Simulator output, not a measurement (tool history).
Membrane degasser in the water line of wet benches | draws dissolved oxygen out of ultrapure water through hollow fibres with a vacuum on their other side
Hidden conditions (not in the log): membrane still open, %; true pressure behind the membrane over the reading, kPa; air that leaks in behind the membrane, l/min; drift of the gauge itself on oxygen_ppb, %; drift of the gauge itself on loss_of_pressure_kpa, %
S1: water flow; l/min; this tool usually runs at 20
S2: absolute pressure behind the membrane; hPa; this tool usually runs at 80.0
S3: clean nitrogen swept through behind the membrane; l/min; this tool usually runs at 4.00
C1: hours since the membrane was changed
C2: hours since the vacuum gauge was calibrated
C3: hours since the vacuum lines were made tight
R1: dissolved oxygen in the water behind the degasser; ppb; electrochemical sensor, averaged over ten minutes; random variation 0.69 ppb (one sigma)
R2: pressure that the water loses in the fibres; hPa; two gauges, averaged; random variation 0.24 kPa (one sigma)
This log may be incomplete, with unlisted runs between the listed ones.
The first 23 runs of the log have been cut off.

run     day  S1     S2     S3    C1   C2    C3    R1     R2
 24  44.638  13  193.3   6.97  2880  135  3228  76.9  417.6
 25  47.017  30  125.1  11.90  2937  192  3285  72.4  970.6
 26  48.133  15   54.9   6.16  2964  219  3312  15.9  484.1
 27  49.858  15   54.9   6.16  3005  261  3354  16.0  486.0
 28  52.329  28   54.9   4.06  3064  320  3413  50.4  909.2
 29  54.538  20   80.0   9.18  3117  373  3466  30.3  647.5
 30  56.333  15   80.0   7.89  3160  416  3509  24.8  485.1
 31  58.529  15   80.0   7.89  3213  469  3562  25.6  488.0

Here are 4 independent what-if runs from the current tool condition. What would each one return?
  A  60.654  15   80.0  1.87  3264  520  3613   ?   ?
  B  60.654  16   60.1  7.89  3264  520  3613   ?   ?
  C  60.654  31  149.5  4.00  3264  520  3613   ?   ?
  D  60.654  20   80.0  2.47  3264  520  3613   ?   ?

run     R1      R2
  A   94.5   487.6
  B   16.2   518.3
  C  230.4  1008.3
  D   96.9   647.0
Had the tool no hidden state, the same runs would have come out as:
run     R1     R2
  A   92.3  478.7
  B   15.5  508.8
  C  226.6  990.0
  D   94.7  635.2
